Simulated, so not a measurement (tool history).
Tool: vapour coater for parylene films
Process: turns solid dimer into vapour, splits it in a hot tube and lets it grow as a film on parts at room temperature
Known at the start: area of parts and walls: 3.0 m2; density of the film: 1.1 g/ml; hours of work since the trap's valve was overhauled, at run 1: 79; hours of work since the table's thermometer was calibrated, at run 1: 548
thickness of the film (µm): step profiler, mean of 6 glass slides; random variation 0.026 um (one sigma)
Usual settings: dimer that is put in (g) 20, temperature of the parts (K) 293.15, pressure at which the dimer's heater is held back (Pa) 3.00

| run | day | dimer that is put in (g) | temperature of the parts (K) | pressure at which the dimer's heater is held back (Pa) | hours of work since the trap's valve was overhauled | hours of work since the table's thermometer was calibrated | thickness of the film (µm) |
|---|---|---|---|---|---|---|---|
| 1 | 0.000 | 20 | 293.15 | 3.00 | 79 | 548 | 3.54 |
| 2 | 2.467 | 20 | 293.15 | 3.00 | 112 | 581 | 3.50 |
| 3 | 4.142 | 20 | 293.15 | 3.00 | 135 | 603 | 3.47 |
| 4 | 5.592 | 20 | 293.15 | 3.00 | 154 | 623 | 3.42 |
| 5 | 7.050 | 20 | 293.15 | 3.00 | 174 | 642 | 3.44 |
| 6 | 9.554 | 20 | 293.15 | 3.00 | 207 | 676 | 3.41 |
| 7 | 11.267 | 20 | 293.15 | 3.00 | 230 | 699 | 3.33 |
| 8 | 13.262 | 20 | 293.15 | 3.00 | 257 | 725 | 3.27 |
| 9 | 15.179 | 20 | 293.15 | 3.00 | 282 | 751 | 3.27 |
|  | 17.742 | trap's valve overhauled |
| 10 | 17.779 | 20 | 293.15 | 3.88 | 0 | 783 | 3.52 |
| 11 | 20.017 | 20 | 293.15 | 3.88 | 30 | 813 | 3.51 |
| 12 | 21.238 | 20 | 293.15 | 3.88 | 47 | 830 | 3.47 |
| 13 | 22.912 | 20 | 289.15 | 9.73 | 69 | 852 | 3.53 |
| 14 | 23.979 | 13 | 292.15 | 6.13 | 83 | 866 | 2.17 |
| 15 | 26.304 | 13 | 291.15 | 6.13 | 115 | 897 | 2.24 |
| 16 | 27.633 | 13 | 291.15 | 6.13 | 132 | 915 | 2.24 |
| 17 | 28.833 | 15 | 296.15 | 2.22 | 148 | 931 | 2.40 |
| 18 | 31.283 | 11 | 295.15 | 9.88 | 181 | 964 | 1.42 |
| 19 | 32.612 | 11 | 295.15 | 9.88 | 199 | 982 | 1.44 |
| 20 | 33.971 | 20 | 302.15 | 3.00 | 217 | 1000 | 2.27 |
| 21 | 35.308 | 20 | 302.15 | 3.00 | 235 | 1018 | 2.27 |

The same runs without the tool's hidden state, with the same run-to-run variation:
The hidden state here: vapour lost through the trap's worn valve, %; true temperature of the parts over the reading, C; drift of the gauge itself on film_um, %.
| run | thickness of the film (µm) |
|---|---|
| 1 | 3.59 |
| 2 | 3.60 |
| 3 | 3.60 |
| 4 | 3.57 |
| 5 | 3.62 |
| 6 | 3.63 |
| 7 | 3.58 |
| 8 | 3.56 |
| 9 | 3.60 |
| 10 | 3.44 |
| 11 | 3.47 |
| 12 | 3.45 |
| 13 | 3.54 |
| 14 | 2.19 |
| 15 | 2.29 |
| 16 | 2.30 |
| 17 | 2.48 |
| 18 | 1.49 |
| 19 | 1.52 |
| 20 | 2.42 |
| 21 | 2.43 |
